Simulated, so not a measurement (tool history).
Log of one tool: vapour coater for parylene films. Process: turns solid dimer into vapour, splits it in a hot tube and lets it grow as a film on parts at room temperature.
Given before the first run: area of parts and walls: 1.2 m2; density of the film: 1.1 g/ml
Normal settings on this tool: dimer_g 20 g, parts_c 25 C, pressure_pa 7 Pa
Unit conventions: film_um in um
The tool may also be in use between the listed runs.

run,day,dimer_g,parts_c,pressure_pa,film_um
1,0,20,25,7,6.9
2,0.433,20,25,7,6.92
3,1.296,20,25,7,6.77
4,2.179,16,25,7,5.45
# day 2.65: trap's valve overhauled
5,2.888,16,25,7,5.48
6,3.783,16,25,7,5.46
7,4.192,16,25,7,5.47
8,4.742,16,25,7,5.45
9,5.712,20,25,7,6.83
10,6.362,20,25,3.42,7.46
11,7.112,20,25,7,6.92
12,7.912,20,25,7,6.89
13,8.371,20,25,7,6.85
14,9.333,20,25,10.88,6.68
15,10.246,20,25,9.35,6.71
16,11.267,20,25,9.35,6.69
17,11.846,20,18,7,9.6
18,12.288,20,18,7,9.51
19,12.954,20,18,7,9.57
20,13.367,20,18,2.92,10.35
21,14.262,20,18,2.92,10.33
22,14.812,20,18,2.92,10.33
23,15.25,12,25,7,4.13
24,16.058,12,25,7,4.11
25,16.642,31,27,6.33,9.83
26,17.154,31,27,6.33,9.82
27,18.025,33,21,7,13.66
28,18.738,20,19,7,9.01
29,19.575,16,29,2.78,4.99
30,20.371,24,28,4.39,7.57
31,20.875,24,28,2.56,7.97
32,21.875,24,28,2.56,7.84
33,22.496,24,28,2.56,7.94
34,23.512,16,23,5.97,6.1
35,24.371,16,23,5.97,6.11
36,25.096,16,29,5.99,4.62
37,25.921,34,29,9.94,9.33
38,26.517,16,32,7.48,3.95
39,27.5,16,32,7.48,3.95
40,28.292,16,32,6.12,4.01
# day 28.671: trap's valve overhauled
41,29.325,12,22,2.26,5.33
42,30.204,20,25,7,6.81
43,30.808,20,25,7,7
44,31.312,20,25,7,6.83
45,31.788,20,25,7,6.88
46,32.442,8,32,3.12,2.13
47,32.946,10,24,3.12,3.89
48,33.671,20,25,10.58,6.66

3 options for the next run, each taken on its own from the tool as it stands now. Forecast them:
A,34.3,15,25,9.77,?
B,34.3,17,25,7,?
C,34.3,20,36,10.58,?

run,film_um
A,5.05
B,5.83
C,3.97
The same runs, with their run-to-run variation unchanged, on a tool lacking any hidden condition would have given:
run,film_um
A,5.06
B,5.83
C,3.97

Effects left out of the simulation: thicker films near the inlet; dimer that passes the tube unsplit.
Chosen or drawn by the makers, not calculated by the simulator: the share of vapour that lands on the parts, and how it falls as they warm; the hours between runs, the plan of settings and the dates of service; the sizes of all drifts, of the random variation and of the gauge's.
